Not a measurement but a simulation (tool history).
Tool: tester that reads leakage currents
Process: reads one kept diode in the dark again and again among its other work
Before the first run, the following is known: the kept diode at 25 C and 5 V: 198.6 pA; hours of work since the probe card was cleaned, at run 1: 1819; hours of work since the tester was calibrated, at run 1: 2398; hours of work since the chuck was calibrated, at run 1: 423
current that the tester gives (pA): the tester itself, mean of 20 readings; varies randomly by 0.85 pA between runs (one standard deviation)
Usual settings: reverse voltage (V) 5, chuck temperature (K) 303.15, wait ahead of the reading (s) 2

run	hour	reverse voltage (V)	chuck temperature (K)	wait ahead of the reading (s)	hours of work since the probe card was cleaned	hours of work since the tester was calibrated	hours of work since the chuck was calibrated	current that the tester gives (pA)
1	0	5	303.15	2	1819	2398	423	300.99
2	149	5	303.15	2	1928	2506	532	304.24
# hour 276.4: chuck's temperature calibrated
3	297.4	18.49	303.15	2	2034	2613	15	536.91
4	410.1	18.49	303.15	2	2116	2695	97	541.51
5	475.9	18.49	303.15	2	2164	2743	145	549.17
6	609.1	18.49	303.15	2.44	2261	2840	242	551.93
7	709.3	18.49	303.15	2.44	2334	2913	315	554.81
8	800.6	18.49	303.15	2.44	2400	2979	381	561.52
# hour 814.7: tester calibrated
9	948.5	5	303.15	2	2506	97	487	305.65
10	1089.3	5	303.15	2	2609	200	590	307.9
# hour 1143.4: chuck's temperature calibrated
11	1166.5	11.16	303.15	2	2664	254	17	430.12
12	1254.1	5	303.15	2	2727	318	81	294.05
13	1354.5	1.7	303.15	2.1	2800	391	154	178.82
14	1493.4	1.7	303.15	2.1	2901	492	255	178.61
15	1564.2	1.7	303.15	2.1	2953	544	306	180.69
16	1625.2	4.56	323.15	0.83	2997	588	351	1036.38
17	1723.9	3.77	317.15	1.06	3069	660	422	660.91
18	1872.7	3.77	317.15	1.06	3177	768	531	661.73
19	1980	3.77	317.15	1.06	3255	846	609	670.15
# hour 2003.5: chuck's temperature calibrated
20	2106.4	5	302.15	2	3346	937	75	277.15

Run 21 comes next. What will it give?
21	2179.5	1.14	303.15	4.02	3399	990	128	?

current that the tester gives (pA): 148.41
Had the tool carried no hidden state, the very same run would have given current that the tester gives (pA) 144.29.

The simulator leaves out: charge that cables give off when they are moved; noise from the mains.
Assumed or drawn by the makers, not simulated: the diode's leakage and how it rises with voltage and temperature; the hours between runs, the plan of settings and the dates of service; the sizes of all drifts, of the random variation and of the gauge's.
